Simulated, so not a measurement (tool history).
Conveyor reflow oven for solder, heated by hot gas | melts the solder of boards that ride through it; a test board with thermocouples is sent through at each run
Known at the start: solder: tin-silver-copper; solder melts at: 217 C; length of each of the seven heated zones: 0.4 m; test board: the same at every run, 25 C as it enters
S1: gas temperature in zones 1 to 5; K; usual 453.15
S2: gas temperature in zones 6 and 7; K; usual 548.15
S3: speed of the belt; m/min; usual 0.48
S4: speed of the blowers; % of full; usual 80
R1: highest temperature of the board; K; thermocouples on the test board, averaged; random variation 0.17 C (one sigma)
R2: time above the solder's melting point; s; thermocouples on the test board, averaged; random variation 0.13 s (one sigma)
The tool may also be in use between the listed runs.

run	day	S1	S2	S3	S4	R1	R2
1	0	453.15	548.15	0.48	80	536.25	86.3
2	0.358	464.15	548.15	0.48	80	537.25	92.5
3	0.617	460.15	548.15	0.48	80	536.85	90.6
4	0.958	460.15	540.15	0.48	80	529.55	85.9
5	1.171	453.15	548.15	0.481	80	536.05	86.2
6	1.512	453.15	548.15	0.481	80	535.65	85.9
7	1.771	453.15	548.15	0.481	80	536.05	86.1
8	2.054	453.15	548.15	0.481	80	535.65	86.3
9	2.371	453.15	548.15	0.481	80	535.75	86.3
10	2.742	453.15	548.15	0.48	80	535.75	86.3
11	3.008	453.15	548.15	0.393	80	540.45	110
12	3.238	453.15	548.15	0.393	80	540.55	110.2
13	3.417	453.15	548.15	0.393	80	540.35	110.1
14	3.604	453.15	548.15	0.393	80	540.65	110.1
15	4.004	457.15	548.15	0.48	80	536.45	88.4
16	4.2	453.15	548.15	0.466	58	531.55	85.3
17	4.579	446.15	548.15	0.543	67	528.05	66.6
18	4.942	467.15	552.15	0.48	83	541.75	96.6
19	5.371	467.15	548.15	0.382	80	542.15	121.9
20	5.617	461.15	558.15	0.513	51	536.05	83.4
21	6.038	463.15	548.15	0.431	83	540.15	104.5
22	6.438	450.15	557.15	0.573	74	535.95	70.2
23	6.633	449.15	557.15	0.545	72	537.35	74.5
24	7.038	453.15	537.15	0.48	81	526.15	80
25	7.442	443.15	548.15	0.503	80	532.95	76
26	7.658	443.15	548.15	0.503	80	532.85	76
27	7.904	443.15	548.15	0.503	80	533.35	76
28	8.233	443.15	548.15	0.503	80	532.95	76.2
29	8.408	464.15	548.15	0.524	80	535.35	83.9
30	8.738	464.15	545.15	0.403	76	537.65	111.3

Forecast each of these 3 alternatives for the next run:
A	8.917	459.15	556.15	0.403	76	?	?
B	8.917	450.15	548.15	0.475	84	?	?
C	8.917	453.15	553.15	0.54	82	?	?

run	R1	R2
A	547.15	114
B	536.35	86.4
C	537.25	77.1
Without the tool's hidden state the same runs would have given:
run	R1	R2
A	547.15	114
B	536.35	86.4
C	537.25	77.1

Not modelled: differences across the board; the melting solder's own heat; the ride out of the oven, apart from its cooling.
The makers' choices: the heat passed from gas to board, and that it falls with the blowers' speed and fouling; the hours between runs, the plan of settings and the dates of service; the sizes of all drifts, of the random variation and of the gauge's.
